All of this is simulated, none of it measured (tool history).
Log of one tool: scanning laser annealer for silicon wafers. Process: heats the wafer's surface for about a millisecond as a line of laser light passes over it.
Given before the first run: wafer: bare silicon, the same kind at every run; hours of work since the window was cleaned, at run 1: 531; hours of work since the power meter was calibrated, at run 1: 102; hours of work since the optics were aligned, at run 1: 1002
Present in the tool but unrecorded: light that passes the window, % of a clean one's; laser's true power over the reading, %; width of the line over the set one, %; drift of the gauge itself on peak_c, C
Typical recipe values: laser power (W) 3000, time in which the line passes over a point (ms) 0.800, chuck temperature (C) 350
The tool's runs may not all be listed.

run,hour,laser power (W),time in which the line passes over a point (ms),chuck temperature (C),hours of work since the window was cleaned,hours of work since the power meter was calibrated,hours of work since the optics were aligned,highest temperature of the surface (C)
1,0.0,3000,0.800,350,531,102,1002,1125
2,17.8,3000,0.800,350,542,113,1013,1121
# hour 30.6: optics aligned, line set to its width
3,41.9,3000,0.800,350,554,125,7,1139
4,57.6,3000,0.800,350,563,134,16,1139
5,69.7,3000,0.800,350,571,142,24,1137
6,91.4,3000,0.800,350,584,155,37,1140
7,102.9,3000,0.800,356,591,162,44,1140
8,116.8,3000,0.800,356,599,170,53,1141
9,127.3,3000,0.800,356,606,177,59,1146
10,147.4,3000,0.800,356,618,189,71,1142
11,156.9,3000,0.800,350,624,195,77,1135
12,166.8,3000,0.800,350,630,201,83,1134
13,182.5,3000,0.800,350,639,210,92,1135
14,204.4,3000,0.800,350,653,224,106,1133
15,218.6,3000,0.800,350,661,232,114,1132
16,236.1,3000,0.800,350,672,243,125,1134
17,250.0,3000,0.800,350,680,251,134,1130
18,263.5,3008,0.800,350,688,260,142,1132
19,281.6,3008,0.800,350,699,271,153,1134
20,297.1,3008,0.800,350,709,280,162,1134
21,309.8,3008,0.800,350,717,288,170,1132
22,322.4,3008,0.586,346,724,295,178,1010
# hour 326.7: laser's power meter calibrated
23,339.6,2754,0.695,325,733,8,186,991
24,348.6,2929,0.695,315,738,13,192,1021
# hour 362.5: laser's power meter calibrated, once more
25,367.6,2944,0.676,381,748,3,201,1080
26,380.5,2976,0.613,350,756,11,209,1020
27,394.2,2976,0.613,350,764,19,218,1021
28,411.9,2727,0.717,319,775,30,228,989
29,433.0,2727,0.717,319,788,43,241,988
30,445.6,3000,0.800,339,796,51,249,1117
31,467.0,2646,0.800,351,809,64,262,1041
32,487.2,3151,0.800,365,821,76,274,1175
33,496.3,3151,0.800,365,827,81,280,1179
34,509.6,3226,0.877,372,835,90,288,1244
35,520.5,2956,0.996,368,841,96,295,1226
36,537.1,2946,0.892,368,851,106,305,1176
37,551.3,2739,0.900,330,860,115,313,1088
38,561.9,2739,0.900,330,866,121,320,1085
39,577.6,3000,0.655,350,876,131,329,1042
40,591.2,2740,0.751,314,884,139,338,1001
# hour 595.9: window over the wafer cleaned
41,608.8,3000,0.692,366,8,149,347,1105

Selected run-to-run steps in highest temperature of the surface (C), each split into two signed amounts: the part the tool would show with no hidden state at all (from settings, incoming material and random variation), and the remainder, which goes to the hidden state together with any gauge scatter not common to the measured and the hidden-state-free results:
Run 2 -> 3: optics aligned, line set to its width. highest temperature of the surface (C) +18: hidden state +15, all else +3.
Run 21 -> 22: time in which the line passes over a point (ms) 0.800 -> 0.586, chuck temperature (C) 350 -> 346. highest temperature of the surface (C) -122: hidden state +4, all else -126.
Run 29 -> 30: laser power (W) 2727 -> 3000, time in which the line passes over a point (ms) 0.717 -> 0.800, chuck temperature (C) 319 -> 339. highest temperature of the surface (C) +129: hidden state -4, all else +133.
Run 31 -> 32: laser power (W) 2646 -> 3151, chuck temperature (C) 351 -> 365. highest temperature of the surface (C) +134: hidden state -5, all else +139.
Run 40 -> 41: laser power (W) 2740 -> 3000, time in which the line passes over a point (ms) 0.751 -> 0.692, chuck temperature (C) 314 -> 366, window over the wafer cleaned. highest temperature of the surface (C) +104: hidden state +22, all else +82.
